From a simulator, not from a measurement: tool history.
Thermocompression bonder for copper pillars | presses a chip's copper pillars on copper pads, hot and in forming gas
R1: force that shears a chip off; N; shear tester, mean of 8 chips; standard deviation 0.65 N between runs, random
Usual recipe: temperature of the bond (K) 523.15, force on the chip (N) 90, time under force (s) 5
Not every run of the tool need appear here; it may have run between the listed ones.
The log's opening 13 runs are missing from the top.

-- hour=957.3 forming gas filter changed
run 14 hour=957.3 | temperature_of_the_bond_(K)=523.15 force_on_the_chip_(N)=90 time_under_force_(s)=5 | R1=43.4
-- hour=1019.5 heater calibrated with a thermocouple chip, once more
run 15 hour=1022.2 | temperature_of_the_bond_(K)=523.15 force_on_the_chip_(N)=90 time_under_force_(s)=5 | R1=37.4
run 16 hour=1105.4 | temperature_of_the_bond_(K)=523.15 force_on_the_chip_(N)=90 time_under_force_(s)=5 | R1=37.7
-- hour=1142.5 forming gas filter changed
run 17 hour=1173.3 | temperature_of_the_bond_(K)=524.15 force_on_the_chip_(N)=90 time_under_force_(s)=5 | R1=38.9
-- hour=1207.3 force cell calibrated
run 18 hour=1272.0 | temperature_of_the_bond_(K)=523.15 force_on_the_chip_(N)=90 time_under_force_(s)=3 | R1=32.3
-- hour=1330.7 forming gas filter changed
run 19 hour=1358.6 | temperature_of_the_bond_(K)=523.15 force_on_the_chip_(N)=90 time_under_force_(s)=5 | R1=42.3
run 20 hour=1414.6 | temperature_of_the_bond_(K)=523.15 force_on_the_chip_(N)=90 time_under_force_(s)=5 | R1=40.4
run 21 hour=1455.7 | temperature_of_the_bond_(K)=548.15 force_on_the_chip_(N)=133 time_under_force_(s)=7 | R1=72.7
-- hour=1513.9 forming gas filter changed
run 22 hour=1524.9 | temperature_of_the_bond_(K)=503.15 force_on_the_chip_(N)=68 time_under_force_(s)=12 | R1=33.5
run 23 hour=1573.2 | temperature_of_the_bond_(K)=503.15 force_on_the_chip_(N)=68 time_under_force_(s)=12 | R1=33.9
run 24 hour=1641.9 | temperature_of_the_bond_(K)=503.15 force_on_the_chip_(N)=68 time_under_force_(s)=12 | R1=33.3
-- hour=1697.2 forming gas filter changed
run 25 hour=1730.6 | temperature_of_the_bond_(K)=551.15 force_on_the_chip_(N)=129 time_under_force_(s)=3 | R1=64.2
run 26 hour=1790.1 | temperature_of_the_bond_(K)=549.15 force_on_the_chip_(N)=91 time_under_force_(s)=8 | R1=63.5
run 27 hour=1873.8 | temperature_of_the_bond_(K)=546.15 force_on_the_chip_(N)=93 time_under_force_(s)=5 | R1=54.0
-- hour=1879.1 forming gas filter changed
run 28 hour=1941.3 | temperature_of_the_bond_(K)=495.15 force_on_the_chip_(N)=93 time_under_force_(s)=5 | R1=27.4
run 29 hour=2034.2 | temperature_of_the_bond_(K)=537.15 force_on_the_chip_(N)=89 time_under_force_(s)=5 | R1=47.9
-- hour=2060.6 forming gas filter changed
run 30 hour=2131.5 | temperature_of_the_bond_(K)=537.15 force_on_the_chip_(N)=89 time_under_force_(s)=5 | R1=49.8
run 31 hour=2214.9 | temperature_of_the_bond_(K)=530.15 force_on_the_chip_(N)=90 time_under_force_(s)=11 | R1=57.6

The next listed run, before its measurement:
-- hour=2241.7 forming gas filter changed
run 32 hour=2286.0 | temperature_of_the_bond_(K)=530.15 force_on_the_chip_(N)=121 time_under_force_(s)=4 | R1=?

For run 32 the tool returned R1 53.6 N.
The same run, on a tool lacking any hidden state, would have yielded R1 53.5 N.
